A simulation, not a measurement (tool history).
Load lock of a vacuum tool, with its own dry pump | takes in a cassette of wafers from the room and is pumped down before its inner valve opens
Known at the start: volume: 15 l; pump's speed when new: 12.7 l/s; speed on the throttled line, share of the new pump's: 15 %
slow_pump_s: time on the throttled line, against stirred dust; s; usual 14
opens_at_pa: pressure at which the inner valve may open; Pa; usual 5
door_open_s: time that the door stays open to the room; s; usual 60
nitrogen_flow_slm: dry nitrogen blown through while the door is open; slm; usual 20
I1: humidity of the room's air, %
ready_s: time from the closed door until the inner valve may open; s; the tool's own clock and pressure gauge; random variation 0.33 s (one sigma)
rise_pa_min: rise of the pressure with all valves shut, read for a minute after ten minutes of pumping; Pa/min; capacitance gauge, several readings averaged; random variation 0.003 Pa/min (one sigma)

run 1 day=0 | slow_pump_s=14 opens_at_pa=5 door_open_s=60 nitrogen_flow_slm=20 | I1=44 | ready_s=23.6 rise_pa_min=0.051
run 2 day=2.846 | slow_pump_s=14 opens_at_pa=5 door_open_s=60 nitrogen_flow_slm=20 | I1=46.2 | ready_s=23.6 rise_pa_min=0.052
run 3 day=8.767 | slow_pump_s=14 opens_at_pa=5 door_open_s=85 nitrogen_flow_slm=20 | I1=44.7 | ready_s=23.9 rise_pa_min=0.057
run 4 day=11.821 | slow_pump_s=14 opens_at_pa=5 door_open_s=85 nitrogen_flow_slm=20 | I1=46 | ready_s=23.8 rise_pa_min=0.065
run 5 day=15.621 | slow_pump_s=14 opens_at_pa=5 door_open_s=85 nitrogen_flow_slm=20 | I1=44.7 | ready_s=24.2 rise_pa_min=0.06
run 6 day=21.858 | slow_pump_s=14 opens_at_pa=5 door_open_s=85 nitrogen_flow_slm=4 | I1=44.8 | ready_s=23.5 rise_pa_min=0.101
run 7 day=24.483 | slow_pump_s=14 opens_at_pa=5 door_open_s=41 nitrogen_flow_slm=20 | I1=45.9 | ready_s=23.5 rise_pa_min=0.05
run 8 day=30.75 | slow_pump_s=14 opens_at_pa=5 door_open_s=41 nitrogen_flow_slm=20 | I1=45 | ready_s=23.7 rise_pa_min=0.048
run 9 day=34.35 | slow_pump_s=14 opens_at_pa=5 door_open_s=41 nitrogen_flow_slm=20 | I1=43.1 | ready_s=24.1 rise_pa_min=0.045
run 10 day=40.379 | slow_pump_s=14 opens_at_pa=5 door_open_s=60 nitrogen_flow_slm=20 | I1=45 | ready_s=23.8 rise_pa_min=0.051
run 11 day=43.562 | slow_pump_s=14 opens_at_pa=5 door_open_s=185 nitrogen_flow_slm=20 | I1=45.8 | ready_s=23.9 rise_pa_min=0.085
run 12 day=49.2 | slow_pump_s=14 opens_at_pa=9 door_open_s=60 nitrogen_flow_slm=20 | I1=46.3 | ready_s=23 rise_pa_min=0.054
run 13 day=53.371 | slow_pump_s=14 opens_at_pa=9 door_open_s=60 nitrogen_flow_slm=20 | I1=43.9 | ready_s=22.6 rise_pa_min=0.049
run 14 day=56.971 | slow_pump_s=14 opens_at_pa=9 door_open_s=60 nitrogen_flow_slm=20 | I1=46.9 | ready_s=22.9 rise_pa_min=0.051
run 15 day=62.954 | slow_pump_s=14 opens_at_pa=5 door_open_s=60 nitrogen_flow_slm=6 | I1=47.5 | ready_s=23.9 rise_pa_min=0.085
run 16 day=65.617 | slow_pump_s=14 opens_at_pa=5 door_open_s=60 nitrogen_flow_slm=6 | I1=43.4 | ready_s=23.7 rise_pa_min=0.075
run 17 day=68.258 | slow_pump_s=14 opens_at_pa=5 door_open_s=60 nitrogen_flow_slm=6 | I1=43.9 | ready_s=23.8 rise_pa_min=0.081
run 18 day=72.583 | slow_pump_s=14 opens_at_pa=5 door_open_s=60 nitrogen_flow_slm=6 | I1=44.6 | ready_s=23.8 rise_pa_min=0.082
run 19 day=78.8 | slow_pump_s=14 opens_at_pa=5 door_open_s=60 nitrogen_flow_slm=6 | I1=49 | ready_s=23.4 rise_pa_min=0.09
run 20 day=84.108 | slow_pump_s=14 opens_at_pa=5 door_open_s=60 nitrogen_flow_slm=6 | I1=45.8 | ready_s=24.1 rise_pa_min=0.082
run 21 day=87.754 | slow_pump_s=10 opens_at_pa=6 door_open_s=104 nitrogen_flow_slm=34 | I1=41.7 | ready_s=20.2 rise_pa_min=0.045
run 22 day=93.804 | slow_pump_s=14 opens_at_pa=5 door_open_s=55 nitrogen_flow_slm=17 | I1=42.1 | ready_s=23.8 rise_pa_min=0.045
run 23 day=97.888 | slow_pump_s=14 opens_at_pa=5 door_open_s=55 nitrogen_flow_slm=17 | I1=43.9 | ready_s=24.1 rise_pa_min=0.055
run 24 day=103.1 | slow_pump_s=9 opens_at_pa=10 door_open_s=55 nitrogen_flow_slm=17 | I1=45.6 | ready_s=18.4 rise_pa_min=0.055
run 25 day=108.754 | slow_pump_s=12 opens_at_pa=5 door_open_s=60 nitrogen_flow_slm=33 | I1=44.9 | ready_s=22 rise_pa_min=0.04
run 26 day=113.304 | slow_pump_s=14 opens_at_pa=6 door_open_s=60 nitrogen_flow_slm=36 | I1=45.4 | ready_s=23.4 rise_pa_min=0.04
run 27 day=117.458 | slow_pump_s=11 opens_at_pa=9 door_open_s=53 nitrogen_flow_slm=8 | I1=44.3 | ready_s=20.4 rise_pa_min=0.069
run 28 day=121.054 | slow_pump_s=11 opens_at_pa=9 door_open_s=53 nitrogen_flow_slm=8 | I1=44.8 | ready_s=20.4 rise_pa_min=0.075
run 29 day=124.804 | slow_pump_s=11 opens_at_pa=9 door_open_s=53 nitrogen_flow_slm=8 | I1=44.3 | ready_s=20.1 rise_pa_min=0.075
run 30 day=129.25 | slow_pump_s=9 opens_at_pa=9 door_open_s=76 nitrogen_flow_slm=6 | I1=40.9 | ready_s=19.1 rise_pa_min=0.085
run 31 day=132.067 | slow_pump_s=9 opens_at_pa=9 door_open_s=76 nitrogen_flow_slm=6 | I1=45.4 | ready_s=18.7 rise_pa_min=0.09
run 32 day=136.375 | slow_pump_s=9 opens_at_pa=9 door_open_s=76 nitrogen_flow_slm=6 | I1=43 | ready_s=18.3 rise_pa_min=0.086
run 33 day=142.342 | slow_pump_s=9 opens_at_pa=9 door_open_s=183 nitrogen_flow_slm=13 | I1=42 | ready_s=18.6 rise_pa_min=0.087
run 34 day=147.912 | slow_pump_s=14 opens_at_pa=5 door_open_s=60 nitrogen_flow_slm=8 | I1=44.3 | ready_s=23.4 rise_pa_min=0.077
run 35 day=152.488 | slow_pump_s=14 opens_at_pa=5 door_open_s=60 nitrogen_flow_slm=8 | I1=46.9 | ready_s=23.7 rise_pa_min=0.081
run 36 day=158.596 | slow_pump_s=14 opens_at_pa=5 door_open_s=60 nitrogen_flow_slm=8 | I1=41.6 | ready_s=23.8 rise_pa_min=0.074

Forecast each of these 3 alternatives for the next run:
run A day=164.225 | slow_pump_s=14 opens_at_pa=5 door_open_s=60 nitrogen_flow_slm=6 | I1=44.7 | ready_s=? rise_pa_min=?
run B day=164.225 | slow_pump_s=15 opens_at_pa=5 door_open_s=60 nitrogen_flow_slm=20 | I1=42.6 | ready_s=? rise_pa_min=?
run C day=164.225 | slow_pump_s=14 opens_at_pa=5 door_open_s=29 nitrogen_flow_slm=5 | I1=42.2 | ready_s=? rise_pa_min=?

run=A ready_s=23.3 rise_pa_min=0.08
run=B ready_s=24.1 rise_pa_min=0.05
run=C ready_s=23.4 rise_pa_min=0.062
Without the tool's hidden state the same runs would have given:
run=A ready_s=23.3 rise_pa_min=0.08
run=B ready_s=24.1 rise_pa_min=0.05
run=C ready_s=23.4 rise_pa_min=0.062

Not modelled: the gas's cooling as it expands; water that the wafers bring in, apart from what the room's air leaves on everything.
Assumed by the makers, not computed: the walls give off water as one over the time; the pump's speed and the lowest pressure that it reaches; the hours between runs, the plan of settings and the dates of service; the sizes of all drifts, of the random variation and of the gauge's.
